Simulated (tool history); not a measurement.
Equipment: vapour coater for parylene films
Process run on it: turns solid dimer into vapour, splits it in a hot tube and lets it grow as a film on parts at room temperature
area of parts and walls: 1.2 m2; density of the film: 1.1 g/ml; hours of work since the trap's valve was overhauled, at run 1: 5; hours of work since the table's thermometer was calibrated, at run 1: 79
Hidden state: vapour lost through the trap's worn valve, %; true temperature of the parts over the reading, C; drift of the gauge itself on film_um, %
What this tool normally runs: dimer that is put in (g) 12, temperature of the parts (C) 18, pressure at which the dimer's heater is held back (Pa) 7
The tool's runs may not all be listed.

| run | day | dimer that is put in (g) | temperature of the parts (C) | pressure at which the dimer's heater is held back (Pa) | hours of work since the trap's valve was overhauled | hours of work since the table's thermometer was calibrated | thickness of the film (nm) |
|---|---|---|---|---|---|---|---|
| 1 | 0 | 12 | 18 | 7 | 5 | 79 | 5470 |
| 2 | 0.554 | 12 | 18 | 7 | 12 | 86 | 5500 |
| 3 | 1.258 | 12 | 26 | 7 | 21 | 95 | 4250 |
| 4 | 2.4 | 12 | 26 | 7 | 37 | 110 | 4250 |
| 5 | 3.046 | 12 | 26 | 7 | 45 | 119 | 4310 |
| 6 | 3.621 | 12 | 18 | 7 | 53 | 127 | 5490 |
| 7 | 4.738 | 12 | 18 | 7 | 68 | 141 | 5480 |
| 8 | 5.608 | 9 | 18 | 7 | 79 | 153 | 4110 |
| 9 | 6.679 | 12 | 18 | 3.27 | 93 | 167 | 6580 |
| 10 | 7.596 | 12 | 18 | 3.27 | 106 | 179 | 6560 |
| 11 | 8.275 | 12 | 18 | 9.88 | 115 | 188 | 5080 |
| 12 | 9.292 | 12 | 18 | 11.94 | 128 | 202 | 4780 |
| 13 | 10.2 | 12 | 18 | 11.94 | 140 | 214 | 4820 |
| 14 | 11.079 | 12 | 18 | 11.94 | 152 | 226 | 4810 |
| 15 | 11.6 | 12 | 18 | 11.94 | 159 | 232 | 4790 |
| 16 | 12.654 | 12 | 18 | 11.94 | 173 | 246 | 4860 |
| 17 | 13.192 | 12 | 18 | 11.94 | 180 | 254 | 4810 |
| 18 | 13.662 | 11 | 18 | 7 | 186 | 260 | 5040 |
| 19 | 14.521 | 11 | 18 | 3.96 | 197 | 271 | 5770 |
| 20 | 15.471 | 12 | 18 | 7 | 210 | 284 | 5460 |
| 21 | 16.208 | 10 | 18 | 7 | 220 | 294 | 4550 |
| 22 | 16.812 | 17 | 18 | 7 | 228 | 302 | 7750 |
| 23 | 17.529 | 17 | 18 | 7 | 237 | 311 | 7740 |
| 24 | 18.117 | 17 | 18 | 7 | 245 | 319 | 7710 |
| 25 | 18.875 | 17 | 18 | 7 | 255 | 329 | 7780 |
| 26 | 19.546 | 17 | 18 | 7 | 264 | 338 | 7750 |
| 27 | 20.567 | 8 | 11 | 2.36 | 278 | 351 | 5920 |
| 28 | 21.35 | 8 | 11 | 2.36 | 288 | 362 | 5980 |
| 29 | 21.983 | 6 | 25 | 11.36 | 296 | 370 | 1970 |
| 30 | 22.462 | 11 | 14 | 3.69 | 303 | 377 | 6540 |
| 31 | 23.35 | 10 | 22 | 2.23 | 314 | 388 | 5330 |

What does the tool deliver on the next run?
| 32 | 24.129 | 21 | 12 | 7.03 | 325 | 399 | ? |

thickness of the film (nm): 11650
The same run, on a tool lacking any hidden state, would have yielded thickness of the film (nm) 11670.

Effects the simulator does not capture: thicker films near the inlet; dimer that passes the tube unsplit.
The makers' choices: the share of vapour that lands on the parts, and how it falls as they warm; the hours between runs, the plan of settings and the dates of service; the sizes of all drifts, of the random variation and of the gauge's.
